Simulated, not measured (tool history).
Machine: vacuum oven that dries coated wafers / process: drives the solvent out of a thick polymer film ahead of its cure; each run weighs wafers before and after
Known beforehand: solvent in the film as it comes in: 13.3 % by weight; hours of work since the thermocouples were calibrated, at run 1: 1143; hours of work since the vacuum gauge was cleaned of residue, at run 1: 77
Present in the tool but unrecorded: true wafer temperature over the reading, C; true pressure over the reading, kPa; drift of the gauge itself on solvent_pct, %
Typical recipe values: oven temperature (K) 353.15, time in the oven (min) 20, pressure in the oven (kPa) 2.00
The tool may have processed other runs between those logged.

run,hour,oven temperature (K),time in the oven (min),pressure in the oven (kPa),hours of work since the thermocouples were calibrated,hours of work since the vacuum gauge was cleaned of residue,solvent left in the film (%)
1,0.0,353.15,20,2.00,1143,77,2.68
2,9.3,353.15,20,2.00,1147,81,2.69
3,21.4,353.15,20,2.00,1152,87,2.67
4,29.8,353.15,20,2.00,1156,90,2.67
5,42.4,353.15,20,2.00,1161,96,2.66
6,52.5,353.15,20,2.00,1166,101,2.68
7,59.5,353.15,20,2.00,1169,104,2.68
8,69.6,353.15,20,2.00,1174,108,2.63
9,76.4,353.15,20,2.00,1177,111,2.62
# hour 79.5: oven's thermocouples calibrated
10,86.0,353.15,20,2.00,3,115,2.39
11,96.5,353.15,20,3.07,8,119,2.72
12,104.9,353.15,30,4.75,11,123,2.19
13,118.7,353.15,30,4.75,18,129,2.17
14,127.5,364.15,31,3.74,21,133,0.82
15,138.7,364.15,31,3.74,26,138,0.79
16,149.0,351.15,29,2.82,31,143,1.98
# hour 161.1: oven's thermocouples calibrated, once more
17,161.1,341.15,20,3.61,0,147,6.82
18,167.6,365.15,12,3.61,3,150,2.79
19,178.5,365.15,12,3.61,8,155,2.76
20,191.1,347.15,28,2.00,13,161,3.49
21,201.3,359.15,31,4.83,18,165,1.79

Predict each of these 3 candidate next runs independently; none follows another, all start after run 21:
A,215.9,338.15,14,1.38,25,172,?
B,215.9,352.15,20,2.00,25,172,?
C,215.9,341.15,18,1.69,25,172,?

run,solvent left in the film (%)
A,7.84
B,3.53
C,6.48
Without the tool's hidden state the same runs would have given:
run,solvent left in the film (%)
A,7.78
B,3.46
C,6.40
